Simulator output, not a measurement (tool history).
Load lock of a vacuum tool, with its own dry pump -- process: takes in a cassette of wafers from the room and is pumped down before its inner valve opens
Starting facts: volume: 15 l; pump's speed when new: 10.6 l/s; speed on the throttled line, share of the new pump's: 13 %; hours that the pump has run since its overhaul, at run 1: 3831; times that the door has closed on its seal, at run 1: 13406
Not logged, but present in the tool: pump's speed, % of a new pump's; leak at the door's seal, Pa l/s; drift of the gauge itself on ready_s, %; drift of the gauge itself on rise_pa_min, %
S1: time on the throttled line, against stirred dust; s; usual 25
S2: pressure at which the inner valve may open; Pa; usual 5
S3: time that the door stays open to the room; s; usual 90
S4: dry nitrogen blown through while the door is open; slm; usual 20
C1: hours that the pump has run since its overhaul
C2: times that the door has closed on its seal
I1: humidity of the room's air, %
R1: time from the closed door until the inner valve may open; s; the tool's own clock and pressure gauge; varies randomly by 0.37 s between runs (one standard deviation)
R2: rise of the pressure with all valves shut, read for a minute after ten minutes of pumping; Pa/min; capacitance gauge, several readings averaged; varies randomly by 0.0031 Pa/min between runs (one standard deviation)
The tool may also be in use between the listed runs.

| run | day | S1 | S2 | S3 | S4 | C1 | C2 | I1 | R1 | R2 |
|---|---|---|---|---|---|---|---|---|---|---|
| 1 | 0 | 25 | 5 | 90 | 20 | 3831 | 13406 | 44.4 | 36.7 | 0.134 |
| 2 | 4.1 | 25 | 5 | 90 | 20 | 3929 | 13673 | 47.5 | 37.4 | 0.13 |
| 3 | 11.9 | 25 | 5 | 90 | 20 | 4116 | 14180 | 48.9 | 36.5 | 0.144 |
| 4 | 17.308 | 25 | 5 | 90 | 20 | 4246 | 14531 | 46.2 | 36.6 | 0.139 |
| 5 | 23.45 | 38 | 5 | 90 | 20 | 4393 | 14930 | 46 | 48.2 | 0.141 |
| 6 | 30.542 | 38 | 5 | 90 | 20 | 4564 | 15391 | 45.4 | 48.1 | 0.146 |
| 7 | 38.696 | 18 | 5 | 90 | 20 | 4759 | 15921 | 42.3 | 30.8 | 0.143 |
| 8 | 45.129 | 18 | 5 | 90 | 20 | 4914 | 16339 | 43.5 | 30.7 | 0.155 |
| 9 | 48.658 | 25 | 5 | 111 | 20 | 4998 | 16568 | 42.4 | 37.2 | 0.146 |
| 10 | 52.504 | 25 | 5 | 111 | 20 | 5091 | 16818 | 46.6 | 37 | 0.158 |
| 11 | 60.025 | 25 | 5 | 111 | 20 | 5271 | 17306 | 40.6 | 36.2 | 0.158 |
| 12 | 66.096 | 25 | 5 | 111 | 20 | 5417 | 17701 | 42 | 35.9 | 0.164 |
| 13 | 72.992 | 28 | 5 | 90 | 20 | 5582 | 18149 | 46.1 | 40.4 | 0.168 |
| 14 | 77.188 | 25 | 5 | 90 | 20 | 5683 | 18422 | 41.3 | 36.5 | 0.162 |
| 15 | 82.542 | 25 | 5 | 145 | 20 | 5812 | 18769 | 45.5 | 37.2 | 0.18 |
| 16 | 87.204 | 25 | 5 | 145 | 20 | 5924 | 19072 | 45.3 | 37.8 | 0.179 |
| 17 | 92.708 | 25 | 5 | 145 | 20 | 6056 | 19430 | 45.5 | 37.7 | 0.189 |
| 18 | 97.996 | 25 | 5 | 90 | 20 | 6183 | 19774 | 41.9 | 37.5 | 0.176 |
| 19 | 106.646 | 25 | 5 | 90 | 20 | 6390 | 20336 | 47.5 | 36.9 | 0.191 |
| 20 | 114.029 | 25 | 6 | 90 | 30 | 6567 | 20815 | 45.1 | 37.1 | 0.177 |
| 21 | 118.075 | 38 | 5 | 171 | 38 | 6664 | 21078 | 46.7 | 48.8 | 0.182 |
| 22 | 125.45 | 39 | 8 | 110 | 12 | 6841 | 21557 | 44.6 | 48.1 | 0.208 |
| 23 | 129.408 | 39 | 8 | 110 | 12 | 6936 | 21814 | 43.6 | 48.7 | 0.21 |
| 24 | 134.475 | 26 | 6 | 94 | 4 | 7058 | 22144 | 43.2 | 38.7 | 0.229 |
| 25 | 142.358 | 26 | 6 | 94 | 4 | 7247 | 22656 | 45.4 | 37.8 | 0.235 |
| 26 | 147.512 | 19 | 6 | 26 | 19 | 7371 | 22991 | 43.2 | 31.7 | 0.186 |
| 27 | 156.242 | 41 | 9 | 123 | 19 | 7580 | 23558 | 43.1 | 50 | 0.22 |
| 28 | 159.758 | 25 | 5 | 27 | 20 | 7665 | 23786 | 46.3 | 37.8 | 0.196 |
| 29 | 167.921 | 25 | 5 | 27 | 20 | 7861 | 24317 | 44.7 | 37.5 | 0.203 |
| 30 | 175.033 | 27 | 4 | 60 | 22 | 8031 | 24779 | 46.8 | 40.3 | 0.217 |
| 31 | 179.917 | 20 | 8 | 82 | 4 | 8149 | 25096 | 46.3 | 32.5 | 0.256 |
| 32 | 185.146 | 25 | 5 | 230 | 20 | 8274 | 25436 | 49.9 | 37.6 | 0.264 |
| 33 | 191.358 | 25 | 5 | 230 | 20 | 8423 | 25840 | 44.1 | 37.9 | 0.259 |
| 34 | 196.179 | 25 | 5 | 230 | 20 | 8539 | 26153 | 45.6 | 37.5 | 0.266 |
| 35 | 200.525 | 35 | 5 | 178 | 5 | 8643 | 26435 | 47.9 | 46.6 | 0.295 |
| 36 | 207.804 | 35 | 5 | 178 | 5 | 8818 | 26908 | 43.1 | 46.8 | 0.29 |
|  | 214.317 | door's seal changed, seat wiped |
| 37 | 216.146 | 44 | 5 | 90 | 16 | 9017 | 119 | 41.2 | 53.3 | 0.078 |

How the hidden state differs across the entries between the runs, from the last listed run before each to the first after it:
From run 36 to run 37: door's seal changed, seat wiped (day 214.317)
  pump's speed, % of a new pump's: 87.5 -> 87.2; leak at the door's seal, Pa l/s: 0.0462 -> 0.0032
  the result without the hidden state subtracted from the measured one, R1: +1.4 -> +1.3 s; R2: +0.175 -> +0.005 Pa/min

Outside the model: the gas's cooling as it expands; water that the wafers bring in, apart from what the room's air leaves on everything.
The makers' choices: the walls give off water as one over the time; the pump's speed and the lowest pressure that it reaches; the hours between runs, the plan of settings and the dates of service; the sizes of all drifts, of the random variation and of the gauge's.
